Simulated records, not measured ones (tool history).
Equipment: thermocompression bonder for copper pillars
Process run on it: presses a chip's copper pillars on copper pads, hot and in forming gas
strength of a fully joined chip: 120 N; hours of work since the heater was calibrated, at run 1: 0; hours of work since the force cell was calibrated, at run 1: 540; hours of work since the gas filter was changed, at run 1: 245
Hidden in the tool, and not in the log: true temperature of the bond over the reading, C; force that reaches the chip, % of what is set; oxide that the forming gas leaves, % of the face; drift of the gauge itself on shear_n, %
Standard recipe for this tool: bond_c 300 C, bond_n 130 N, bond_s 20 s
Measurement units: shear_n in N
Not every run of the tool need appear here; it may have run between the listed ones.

run     day  bond_c  bond_n  bond_s  hours of work since the heater was calibrated  hours of work since the force cell was calibrated  hours of work since the gas filter was changed  shear_n
  1   0.000     300     130      20                                              0                                                540                                             245     77.8
  2   1.933     300     130      20                                             19                                                560                                             265     78.0
  3   4.017     300     130      20                                             40                                                580                                             285     78.5
  4   5.496     300     130      20                                             54                                                595                                             300     78.0
  5   7.892     302     130      20                                             78                                                619                                             324     79.6
  6   9.508     302     130      20                                             94                                                635                                             340     79.6
  7  12.208     300      84      20                                            121                                                661                                             366     52.3
  8  14.925     303     130      20                                            148                                                688                                             393     80.7
  9  18.258     300     127      20                                            181                                                721                                             426     76.3
     20.633  -- force cell calibrated
     20.867  -- forming gas filter changed
 10  21.454     300     127      20                                            212                                                  8                                               6     76.9
 11  24.175     300     127      20                                            239                                                 35                                              33     77.2
 12  25.771     300     130      20                                            254                                                 51                                              49     78.6
 13  28.833     294     130      20                                            285                                                 81                                              79     73.5
 14  30.925     300     130      20                                            305                                                102                                             100     78.7
 15  34.388     300     130      20                                            340                                                136                                             134     78.6
 16  36.683     300     130      20                                            363                                                159                                             157     78.5
 17  39.038     300     130      20                                            386                                                182                                             180     79.1
 18  41.583     300     130      20                                            411                                                207                                             205     78.9
 19  44.192     300     130      20                                            437                                                233                                             231     78.9
 20  46.842     300     130      20                                            463                                                259                                             257     79.5
 21  48.692     270     130      17                                            481                                                278                                             276     49.5
     51.133  -- heater calibrated with a thermocouple chip
 22  51.867     270      87      17                                              7                                                308                                             306     31.2
 23  53.696     281      87      23                                             25                                                326                                             324     42.8
 24  55.475     300     130      55                                             43                                                344                                             342    100.9
 25  58.012     300     130      12                                             68                                                369                                             367     67.7
 26  60.996     312     181      28                                             98                                                399                                             397    111.5
 27  63.038     311     167      22                                            118                                                419                                             417    104.3
 28  64.867     290     107      51                                            136                                                437                                             435     79.5

Forecast run 29:
     66.696  -- forming gas filter changed
 29  68.317     272     158      36                                            170                                                471                                              16        ?

shear_n: 78.9 N
With the hidden condition absent and the run-to-run variation left alone, this run would have shown shear_n 77.5 N.
